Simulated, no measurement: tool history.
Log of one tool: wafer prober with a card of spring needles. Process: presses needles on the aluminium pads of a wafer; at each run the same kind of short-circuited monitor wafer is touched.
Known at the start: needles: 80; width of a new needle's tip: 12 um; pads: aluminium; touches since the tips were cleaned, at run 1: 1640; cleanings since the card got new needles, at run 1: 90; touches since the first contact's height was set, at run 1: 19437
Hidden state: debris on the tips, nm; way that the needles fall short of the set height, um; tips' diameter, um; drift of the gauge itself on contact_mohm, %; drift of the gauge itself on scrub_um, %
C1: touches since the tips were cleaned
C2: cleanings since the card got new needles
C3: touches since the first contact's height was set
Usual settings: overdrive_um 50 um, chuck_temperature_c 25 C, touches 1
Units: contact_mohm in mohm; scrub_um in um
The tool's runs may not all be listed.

{"run": 1, "hour": 0.0, "overdrive_um": 50, "chuck_temperature_c": 25, "touches": 1, "C1": 1640, "C2": 90, "C3": 19437, "contact_mohm": 323, "scrub_um": 11.84}
{"hour": 18.3, "done": "tips cleaned on abrasive film"}
{"run": 2, "hour": 36.4, "overdrive_um": 50, "chuck_temperature_c": 25, "touches": 1, "C1": 3940, "C2": 91, "C3": 27332, "contact_mohm": 341, "scrub_um": 11.91}
{"hour": 44.9, "done": "tips cleaned on abrasive film"}
{"run": 3, "hour": 62.2, "overdrive_um": 50, "chuck_temperature_c": 25, "touches": 1, "C1": 3757, "C2": 92, "C3": 32916, "contact_mohm": 345, "scrub_um": 11.91}
{"hour": 71.0, "done": "tips cleaned on abrasive film"}
{"hour": 96.5, "done": "tips cleaned on abrasive film"}
{"run": 4, "hour": 96.8, "overdrive_um": 50, "chuck_temperature_c": 25, "touches": 1, "C1": 72, "C2": 94, "C3": 40395, "contact_mohm": 272, "scrub_um": 11.82}
{"hour": 122.8, "done": "tips cleaned on abrasive film"}
{"hour": 148.9, "done": "tips cleaned on abrasive film"}
{"run": 5, "hour": 152.1, "overdrive_um": 50, "chuck_temperature_c": 25, "touches": 1, "C1": 688, "C2": 96, "C3": 52350, "contact_mohm": 288, "scrub_um": 11.7}
{"hour": 173.5, "done": "tips cleaned on abrasive film"}
{"hour": 198.6, "done": "tips cleaned on abrasive film"}
{"run": 6, "hour": 210.6, "overdrive_um": 50, "chuck_temperature_c": 25, "touches": 1, "C1": 2604, "C2": 98, "C3": 65021, "contact_mohm": 339, "scrub_um": 11.7}
{"hour": 226.5, "done": "tips cleaned on abrasive film"}
{"hour": 231.9, "done": "height of the first contact set anew"}
{"hour": 253.5, "done": "tips cleaned on abrasive film"}
{"run": 7, "hour": 260.3, "overdrive_um": 50, "chuck_temperature_c": 25, "touches": 1, "C1": 1478, "C2": 100, "C3": 6148, "contact_mohm": 312, "scrub_um": 11.52}
{"hour": 281.9, "done": "tips cleaned on abrasive film"}
{"run": 8, "hour": 302.2, "overdrive_um": 34, "chuck_temperature_c": 25, "touches": 1, "C1": 4422, "C2": 101, "C3": 15231, "contact_mohm": 459, "scrub_um": 7.63}
{"hour": 309.5, "done": "tips cleaned on abrasive film"}
{"hour": 335.0, "done": "tips cleaned on abrasive film"}
{"run": 9, "hour": 348.2, "overdrive_um": 50, "chuck_temperature_c": 25, "touches": 1, "C1": 2865, "C2": 103, "C3": 25182, "contact_mohm": 354, "scrub_um": 11.43}
{"hour": 359.0, "done": "tips cleaned on abrasive film"}
{"hour": 383.1, "done": "tips cleaned on abrasive film"}
{"run": 10, "hour": 385.7, "overdrive_um": 50, "chuck_temperature_c": 25, "touches": 1, "C1": 566, "C2": 105, "C3": 33286, "contact_mohm": 292, "scrub_um": 11.31}
{"hour": 408.2, "done": "tips cleaned on abrasive film"}
{"run": 11, "hour": 410.4, "overdrive_um": 50, "chuck_temperature_c": 25, "touches": 1, "C1": 482, "C2": 106, "C3": 38639, "contact_mohm": 292, "scrub_um": 11.29}
{"hour": 432.4, "done": "tips cleaned on abrasive film"}
{"run": 12, "hour": 447.7, "overdrive_um": 69, "chuck_temperature_c": 25, "touches": 1, "C1": 3308, "C2": 107, "C3": 46707, "contact_mohm": 310, "scrub_um": 15.84}
{"hour": 456.6, "done": "tips cleaned on abrasive film"}
{"hour": 480.2, "done": "tips cleaned on abrasive film"}
{"run": 13, "hour": 500.1, "overdrive_um": 50, "chuck_temperature_c": 107, "touches": 1, "C1": 4333, "C2": 109, "C3": 58061, "contact_mohm": 382, "scrub_um": 11.25}
{"hour": 508.6, "done": "tips cleaned on abrasive film"}
{"hour": 534.2, "done": "tips cleaned on abrasive film"}
{"run": 14, "hour": 534.2, "overdrive_um": 50, "chuck_temperature_c": 107, "touches": 1, "C1": 0, "C2": 111, "C3": 65414, "contact_mohm": 294, "scrub_um": 11.15}
{"hour": 554.8, "done": "height of the first contact set anew"}
{"hour": 558.0, "done": "tips cleaned on abrasive film"}
{"hour": 570.9, "done": "height of the first contact set anew, once more"}
{"hour": 582.3, "done": "tips cleaned on abrasive film"}
{"run": 15, "hour": 582.3, "overdrive_um": 50, "chuck_temperature_c": 107, "touches": 1, "C1": 0, "C2": 113, "C3": 2454, "contact_mohm": 293, "scrub_um": 12.04}

Forecast run 16:
{"hour": 608.2, "done": "tips cleaned on abrasive film"}
{"hour": 632.6, "done": "tips cleaned on abrasive film"}
{"run": 16, "hour": 632.6, "overdrive_um": 50, "chuck_temperature_c": 38, "touches": 3, "C1": 0, "C2": 115, "C3": 13355, "contact_mohm": "?", "scrub_um": "?"}

{"run 16": {"contact_mohm": 270, "scrub_um": 11.92}}
Without the tool's hidden state the same run would have given contact_mohm 264 mohm, scrub_um 12.00 um.

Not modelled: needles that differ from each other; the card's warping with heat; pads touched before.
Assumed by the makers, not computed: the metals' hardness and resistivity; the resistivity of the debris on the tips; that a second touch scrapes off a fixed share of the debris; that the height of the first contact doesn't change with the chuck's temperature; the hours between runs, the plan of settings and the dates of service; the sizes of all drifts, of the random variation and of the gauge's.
